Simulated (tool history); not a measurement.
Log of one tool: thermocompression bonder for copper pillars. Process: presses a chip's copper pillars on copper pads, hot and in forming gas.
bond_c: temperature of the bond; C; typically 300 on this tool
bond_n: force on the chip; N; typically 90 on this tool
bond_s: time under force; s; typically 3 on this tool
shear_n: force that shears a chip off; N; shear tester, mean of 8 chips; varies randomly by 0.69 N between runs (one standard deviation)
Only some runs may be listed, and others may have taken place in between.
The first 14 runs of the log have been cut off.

run,day,bond_c,bond_n,bond_s,shear_n
15,14.217,305,90,3,45.7
16,15.017,300,56,3,34.7
17,16.567,300,56,3,34.5
18,17.704,300,90,3,43.1
19,18.892,300,90,3,41.3
20,19.675,300,90,3,41.2
21,20.642,311,90,3,46.1
22,22.088,300,104,3,44.2
23,23.512,300,104,3,43.5
24,24.975,300,130,4,51.1
25,26.046,284,116,4,42.8
26,26.871,292,88,9,51.5
27,28.296,272,97,2,25.1
28,29.162,272,97,2,24.4
29,30.525,272,97,2,24.5
30,31.346,271,82,4,30.2
31,32.158,324,92,2,44.6
32,32.883,300,75,3,35.6
33,33.788,280,133,3,36.7
34,34.975,280,133,3,36.8
# day 35.675: forming gas filter changed
35,36.3,280,133,3,41.2
36,37.483,280,133,3,40.3
37,38.217,280,133,3,40
38,39.625,280,133,3,39.9
39,40.712,286,75,3,31.6

4 ways to go on from here, each from the tool as it stands after run 39. What would each give?
A,42.054,286,84,3,?
B,42.054,300,91,4,?
C,42.054,300,90,2,?
D,42.054,287,67,3,?

run,shear_n
A,34
B,46.1
C,35.7
D,31.9
Stripped of hidden state, with their random variation kept, the same runs would have yielded:
run,shear_n
A,38.8
B,51.5
C,40.6
D,36.5
